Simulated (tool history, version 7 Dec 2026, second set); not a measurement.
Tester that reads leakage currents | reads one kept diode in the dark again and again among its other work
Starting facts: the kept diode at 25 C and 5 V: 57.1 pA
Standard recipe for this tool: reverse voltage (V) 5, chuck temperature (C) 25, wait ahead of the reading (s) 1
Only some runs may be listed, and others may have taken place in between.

| run | hour | reverse voltage (V) | chuck temperature (C) | wait ahead of the reading (s) | current that the tester gives (pA) |
|---|---|---|---|---|---|
| 1 | 0 | 5 | 25 | 1 | 58.04 |
| 2 | 43 | 5 | 25 | 1 | 58.17 |
| 3 | 71.3 | 5 | 25 | 1 | 57.83 |
| 4 | 105.9 | 5 | 25 | 1.66 | 57.55 |
| 5 | 143.2 | 5 | 25 | 1.66 | 57.57 |
| 6 | 166.6 | 5 | 25 | 1.66 | 57.39 |
| 7 | 188.8 | 5 | 25 | 1.66 | 57.73 |
| 8 | 226.4 | 5 | 25 | 1.66 | 57.43 |
| 9 | 268.2 | 5 | 25 | 1.66 | 57.86 |
| 10 | 301.5 | 5 | 52 | 1 | 635.73 |
| 11 | 322.7 | 5 | 52 | 1 | 636.33 |
| 12 | 367.6 | 5 | 52 | 1 | 633.3 |
| 13 | 397.1 | 5 | 25 | 1 | 58.13 |
| 14 | 422 | 5 | 25 | 1 | 57.71 |
| 15 | 464 | 5 | 25 | 1 | 58.07 |
| 16 | 483.8 | 5 | 25 | 1 | 58.05 |
| 17 | 526.7 | 5 | 25 | 1 | 57.94 |
| 18 | 571.5 | 1.09 | 25 | 1 | 27.04 |
| 19 | 603.3 | 1.09 | 25 | 1 | 27.06 |
| 20 | 627 | 1.09 | 25 | 1 | 26.93 |
|  | 646.3 | chuck's temperature calibrated |
| 21 | 671.5 | 1.6 | 21 | 1.3 | 22.15 |
| 22 | 713.6 | 1.6 | 21 | 1.3 | 21.96 |
| 23 | 737.2 | 1.6 | 25 | 3.82 | 32.62 |
| 24 | 764.1 | 1.6 | 25 | 3.82 | 32.68 |
| 25 | 784.3 | 1.6 | 35 | 0.63 | 84.01 |
| 26 | 822.3 | 1.6 | 35 | 0.63 | 83.52 |
| 27 | 846.8 | 1.6 | 35 | 0.63 | 84.07 |
| 28 | 876.6 | 3.31 | 24 | 1 | 42.88 |
| 29 | 909.3 | 5 | 25 | 1.6 | 57.4 |
| 30 | 947.1 | 3.49 | 25 | 7.4 | 47.64 |
| 31 | 981.7 | 1.06 | 36 | 1 | 74.39 |
| 32 | 1001.4 | 4.6 | 41 | 0.67 | 241.47 |
| 33 | 1020.8 | 4.83 | 25 | 1 | 57.46 |
| 34 | 1052.6 | 1.74 | 25 | 5.52 | 33.93 |
| 35 | 1081.1 | 15.17 | 44 | 0.41 | 568.81 |
| 36 | 1124.1 | 3.36 | 25 | 1.27 | 47.37 |
| 37 | 1157.8 | 6.47 | 35 | 3.98 | 165.87 |
| 38 | 1185.2 | 6.47 | 35 | 3.98 | 166.82 |
| 39 | 1205.2 | 5.69 | 57 | 0.34 | 1012.43 |
| 40 | 1230.8 | 5.69 | 57 | 0.34 | 1018.43 |

Had the tool no unlogged condition, and each run kept its random variation, what would the results have been?
Hidden conditions of the tool in this case: stray current of the dirty probe card, pA a volt; current scale over the true one, %; true chuck temperature over the reading, C; drift of the gauge itself on leakage_pa, %.
| run | current that the tester gives (pA) |
|---|---|
| 1 | 58.17 |
| 2 | 58.31 |
| 3 | 57.97 |
| 4 | 57.69 |
| 5 | 57.72 |
| 6 | 57.54 |
| 7 | 57.89 |
| 8 | 57.59 |
| 9 | 58.03 |
| 10 | 637.51 |
| 11 | 638.15 |
| 12 | 635.17 |
| 13 | 58.32 |
| 14 | 57.9 |
| 15 | 58.27 |
| 16 | 58.25 |
| 17 | 58.14 |
| 18 | 27.14 |
| 19 | 27.17 |
| 20 | 27.04 |
| 21 | 22.14 |
| 22 | 21.96 |
| 23 | 32.63 |
| 24 | 32.69 |
| 25 | 84.05 |
| 26 | 83.57 |
| 27 | 84.12 |
| 28 | 42.89 |
| 29 | 57.43 |
| 30 | 47.66 |
| 31 | 74.47 |
| 32 | 241.71 |
| 33 | 57.5 |
| 34 | 33.96 |
| 35 | 569.44 |
| 36 | 47.42 |
| 37 | 166.09 |
| 38 | 167.05 |
| 39 | 1013.95 |
| 40 | 1020.02 |
